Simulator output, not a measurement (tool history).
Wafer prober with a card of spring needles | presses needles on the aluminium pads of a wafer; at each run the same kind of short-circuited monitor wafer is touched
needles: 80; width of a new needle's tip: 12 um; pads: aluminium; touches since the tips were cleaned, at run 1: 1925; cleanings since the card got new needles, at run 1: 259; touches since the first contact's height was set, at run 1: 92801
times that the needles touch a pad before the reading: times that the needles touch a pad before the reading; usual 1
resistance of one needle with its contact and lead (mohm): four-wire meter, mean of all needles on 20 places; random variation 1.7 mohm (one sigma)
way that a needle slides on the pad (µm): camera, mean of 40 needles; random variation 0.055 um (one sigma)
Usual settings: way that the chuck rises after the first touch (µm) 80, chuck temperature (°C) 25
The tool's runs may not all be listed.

| run | hour | way that the chuck rises after the first touch (µm) | chuck temperature (°C) | times that the needles touch a pad before the reading | touches since the tips were cleaned | cleanings since the card got new needles | touches since the first contact's height was set | resistance of one needle with its contact and lead (mohm) | way that a needle slides on the pad (µm) |
|---|---|---|---|---|---|---|---|---|---|
| 1 | 0.0 | 80 | 25 | 1 | 1925 | 259 | 92801 | 211 | 17.83 |
|  | 3.7 | tips cleaned on abrasive film |
|  | 10.9 | tips cleaned on abrasive film |
|  | 20.0 | tips cleaned on abrasive film |
|  | 27.2 | tips cleaned on abrasive film |
|  | 36.2 | tips cleaned on abrasive film |
| 2 | 39.4 | 80 | 25 | 1 | 1466 | 264 | 110791 | 207 | 17.69 |
|  | 44.9 | tips cleaned on abrasive film |
|  | 52.1 | tips cleaned on abrasive film |
|  | 59.4 | tips cleaned on abrasive film |
|  | 66.6 | tips cleaned on abrasive film |
|  | 75.7 | tips cleaned on abrasive film |
| 3 | 77.9 | 80 | 25 | 1 | 1025 | 269 | 128340 | 199 | 17.63 |
|  | 83.3 | tips cleaned on abrasive film |
|  | 92.4 | tips cleaned on abrasive film |
|  | 99.6 | tips cleaned on abrasive film |
| 4 | 102.7 | 80 | 25 | 1 | 1434 | 272 | 139686 | 210 | 17.52 |
|  | 108.2 | tips cleaned on abrasive film |
|  | 115.4 | tips cleaned on abrasive film |
|  | 124.5 | tips cleaned on abrasive film |
|  | 131.7 | tips cleaned on abrasive film |
| 5 | 134.5 | 80 | 25 | 2 | 1311 | 276 | 154216 | 193 | 17.48 |
|  | 140.0 | tips cleaned on abrasive film |
|  | 149.0 | tips cleaned on abrasive film |
|  | 158.1 | tips cleaned on abrasive film |
|  | 167.1 | tips cleaned on abrasive film |
|  | 176.1 | tips cleaned on abrasive film |
|  | 185.2 | tips cleaned on abrasive film |
| 6 | 187.2 | 80 | 25 | 2 | 954 | 282 | 178302 | 189 | 17.31 |
|  | 192.7 | tips cleaned on abrasive film |
|  | 199.9 | tips cleaned on abrasive film |
|  | 209.0 | tips cleaned on abrasive film |
|  | 218.0 | tips cleaned on abrasive film |
|  | 227.1 | tips cleaned on abrasive film |
|  | 234.3 | tips cleaned on abrasive film |
| 7 | 235.8 | 80 | 25 | 2 | 713 | 288 | 200492 | 185 | 17.19 |
|  | 243.1 | tips cleaned on abrasive film |
|  | 252.1 | tips cleaned on abrasive film |
|  | 259.4 | tips cleaned on abrasive film |
|  | 267.0 | tips cleaned on abrasive film |
| 8 | 267.0 | 80 | 25 | 2 | 0 | 292 | 214701 | 180 | 17.04 |
|  | 276.0 | tips cleaned on abrasive film |
|  | 281.7 | height of the first contact set anew |
|  | 283.6 | tips cleaned on abrasive film |
|  | 290.8 | tips cleaned on abrasive film |
| 9 | 292.8 | 60 | 25 | 1 | 902 | 295 | 5033 | 216 | 13.69 |
|  | 298.2 | tips cleaned on abrasive film |
|  | 307.3 | tips cleaned on abrasive film |
|  | 316.3 | tips cleaned on abrasive film |
| 10 | 317.3 | 79 | 25 | 1 | 489 | 298 | 16263 | 188 | 17.90 |
|  | 324.6 | tips cleaned on abrasive film |
|  | 331.8 | tips cleaned on abrasive film |
|  | 340.9 | tips cleaned on abrasive film |
| 11 | 347.1 | 79 | 25 | 1 | 2874 | 301 | 29876 | 234 | 17.99 |
|  | 349.0 | tips cleaned on abrasive film |
|  | 356.2 | tips cleaned on abrasive film |
|  | 365.3 | tips cleaned on abrasive film |
|  | 372.5 | tips cleaned on abrasive film |
|  | 379.8 | tips cleaned on abrasive film |
|  | 388.8 | tips cleaned on abrasive film |
| 12 | 390.5 | 79 | 25 | 1 | 807 | 307 | 49684 | 200 | 17.75 |
|  | 397.8 | tips cleaned on abrasive film |
|  | 406.8 | tips cleaned on abrasive film |
|  | 414.1 | tips cleaned on abrasive film |
|  | 423.1 | tips cleaned on abrasive film |
|  | 432.1 | tips cleaned on abrasive film |
| 13 | 438.2 | 79 | 25 | 1 | 2796 | 312 | 71482 | 242 | 17.69 |
|  | 440.1 | tips cleaned on abrasive film |
|  | 449.1 | tips cleaned on abrasive film |
|  | 456.4 | tips cleaned on abrasive film |
| 14 | 459.9 | 60 | 85 | 3 | 1633 | 315 | 81379 | 215 | 13.26 |
|  | 465.4 | tips cleaned on abrasive film |
|  | 474.4 | tips cleaned on abrasive film |
|  | 483.4 | tips cleaned on abrasive film |
| 15 | 484.6 | 86 | 100 | 2 | 528 | 318 | 92647 | 200 | 19.16 |
|  | 491.8 | tips cleaned on abrasive film |
|  | 499.1 | tips cleaned on abrasive film |
|  | 511.1 | card fitted with new needles |
|  | 520.1 | tips cleaned on abrasive film |
|  | 529.1 | tips cleaned on abrasive film |
| 16 | 536.0 | 65 | 44 | 1 | 3183 | 2 | 11445 | 205 | 14.82 |
|  | 537.9 | tips cleaned on abrasive film |
|  | 547.0 | tips cleaned on abrasive film |
|  | 556.0 | tips cleaned on abrasive film |
|  | 565.0 | tips cleaned on abrasive film |
|  | 572.3 | tips cleaned on abrasive film |
|  | 579.5 | tips cleaned on abrasive film |
| 17 | 582.2 | 67 | 85 | 3 | 1227 | 8 | 32500 | 184 | 15.16 |
|  | 587.6 | tips cleaned on abrasive film |
|  | 594.9 | tips cleaned on abrasive film |
|  | 602.1 | tips cleaned on abrasive film |
|  | 611.2 | tips cleaned on abrasive film |
|  | 620.2 | tips cleaned on abrasive film |
|  | 629.2 | tips cleaned on abrasive film |
| 18 | 635.6 | 93 | 77 | 2 | 2929 | 14 | 56908 | 186 | 21.03 |
|  | 637.5 | tips cleaned on abrasive film |
|  | 644.7 | tips cleaned on abrasive film |
|  | 652.0 | tips cleaned on abrasive film |
| 19 | 657.8 | 63 | 77 | 2 | 2723 | 17 | 67066 | 198 | 14.11 |
|  | 659.7 | tips cleaned on abrasive film |
|  | 667.0 | tips cleaned on abrasive film |
|  | 676.0 | tips cleaned on abrasive film |
|  | 683.3 | tips cleaned on abrasive film |
|  | 692.3 | tips cleaned on abrasive film |
| 20 | 696.6 | 86 | 34 | 2 | 1999 | 22 | 84764 | 176 | 19.12 |
|  | 700.3 | tips cleaned on abrasive film |
|  | 707.6 | tips cleaned on abrasive film |
|  | 716.6 | tips cleaned on abrasive film |
| 21 | 721.3 | 80 | 52 | 1 | 2200 | 25 | 96052 | 190 | 17.88 |
|  | 725.0 | tips cleaned on abrasive film |
|  | 732.3 | tips cleaned on abrasive film |
|  | 739.5 | tips cleaned on abrasive film |
|  | 748.5 | tips cleaned on abrasive film |
|  | 755.8 | tips cleaned on abrasive film |
|  | 764.8 | tips cleaned on abrasive film |
| 22 | 769.1 | 84 | 44 | 2 | 1979 | 31 | 117858 | 181 | 18.64 |
|  | 772.8 | tips cleaned on abrasive film |
|  | 780.0 | tips cleaned on abrasive film |
|  | 789.1 | tips cleaned on abrasive film |
|  | 796.3 | tips cleaned on abrasive film |
|  | 805.4 | tips cleaned on abrasive film |
| 23 | 812.1 | 84 | 80 | 2 | 3121 | 36 | 137503 | 188 | 18.42 |
|  | 814.0 | tips cleaned on abrasive film |
|  | 821.2 | tips cleaned on abrasive film |
|  | 830.3 | tips cleaned on abrasive film |
|  | 839.3 | tips cleaned on abrasive film |
| 24 | 841.0 | 80 | 35 | 2 | 784 | 40 | 150680 | 178 | 17.42 |
|  | 848.3 | tips cleaned on abrasive film |
|  | 855.5 | tips cleaned on abrasive film |
|  | 864.5 | tips cleaned on abrasive film |
|  | 873.6 | tips cleaned on abrasive film |
| 25 | 874.8 | 82 | 35 | 3 | 563 | 44 | 166114 | 172 | 17.85 |
|  | 882.0 | tips cleaned on abrasive film |
|  | 891.1 | tips cleaned on abrasive film |
|  | 900.1 | tips cleaned on abrasive film |
|  | 907.5 | tips cleaned on abrasive film |
| 26 | 907.5 | 82 | 35 | 3 | 0 | 48 | 181030 | 174 | 17.88 |

3 ways to go on from here, each from the tool as it stands after run 26. What would each give?
|  | 916.5 | tips cleaned on abrasive film |
|  | 925.5 | tips cleaned on abrasive film |
|  | 932.8 | tips cleaned on abrasive film |
|  | 941.8 | tips cleaned on abrasive film |
| A | 947.7 | 77 | 29 | 2 | 2717 | 52 | 199433 | ? | ? |
|  | 916.5 | tips cleaned on abrasive film |
|  | 925.5 | tips cleaned on abrasive film |
|  | 932.8 | tips cleaned on abrasive film |
|  | 941.8 | tips cleaned on abrasive film |
| B | 947.7 | 98 | 48 | 2 | 2717 | 52 | 199433 | ? | ? |
|  | 916.5 | tips cleaned on abrasive film |
|  | 925.5 | tips cleaned on abrasive film |
|  | 932.8 | tips cleaned on abrasive film |
|  | 941.8 | tips cleaned on abrasive film |
| C | 947.7 | 96 | 35 | 3 | 2717 | 52 | 199433 | ? | ? |

| run | resistance of one needle with its contact and lead (mohm) | way that a needle slides on the pad (µm) |
|---|---|---|
| A | 185 | 16.55 |
| B | 182 | 21.39 |
| C | 174 | 20.87 |
Without the tool's hidden state the same runs would have given:
| run | resistance of one needle with its contact and lead (mohm) | way that a needle slides on the pad (µm) |
|---|---|---|
| A | 166 | 17.65 |
| B | 170 | 22.49 |
| C | 166 | 21.98 |
